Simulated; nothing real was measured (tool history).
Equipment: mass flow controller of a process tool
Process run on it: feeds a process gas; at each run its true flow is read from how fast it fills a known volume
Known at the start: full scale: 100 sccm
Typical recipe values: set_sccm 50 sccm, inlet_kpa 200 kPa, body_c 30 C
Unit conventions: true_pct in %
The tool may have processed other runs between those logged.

run    hour  set_sccm  inlet_kpa  body_c  true_pct
  1       0        50        200      30     98.09
  2    86.3        50        200      30     98.19
  3   189.3        50        200      34     97.82
  4   253.9        23        200      34     96.96
  5     341        23        200      34     97.16
  6   419.2        23        200      34     97.14
  7   468.9        50        200      30     98.24
  8   521.3        50        200      30     98.09
  9   575.4        50        200      30     98.05
 10   649.7        50        200      30     98.09
 11   765.4        50        200      30      98.1
 12   869.1        50        200      30     98.05
 13     941        50        200      30     98.11
 14  1041.4        50        200      30     98.24
 15  1100.9        50        200      30     98.08
 16    1189        50        200      30     97.97
 17  1299.9        18        146      30     96.64
 18    1417        28        146      30     96.97
 19  1515.9        28        146      30     96.95
 20  1570.6        35        180      30     97.31
 21  1692.3        59        187      24      98.5
 22  1761.1        37        200      33     97.32
 23  1843.3        37        200      33     97.26
 24  1958.8        14        267      30     97.68

Put back what was entered between runs (2 entries, withheld): which listed runs does each sit between, and how does the hidden state differ from the listed run before to the listed run after?
From run 11 to run 12: controller's zero set anew (hour 777)
  flow at rest that the sensor doesn't see, % of full scale: 0.055 -> 0.07; true flow over the shown one, %: -0.14 -> -0.15
  what was measured, less what the result would be without the hidden state, true_pct: -0.03 -> -0.01 %
From run 15 to run 16: controller's zero set anew, once more (hour 1141.6)
  flow at rest that the sensor doesn't see, % of full scale: 0.081 -> 0.016; true flow over the shown one, %: -0.18 -> -0.19
  what was measured, less what the result would be without the hidden state, true_pct: -0.02 -> -0.16 %

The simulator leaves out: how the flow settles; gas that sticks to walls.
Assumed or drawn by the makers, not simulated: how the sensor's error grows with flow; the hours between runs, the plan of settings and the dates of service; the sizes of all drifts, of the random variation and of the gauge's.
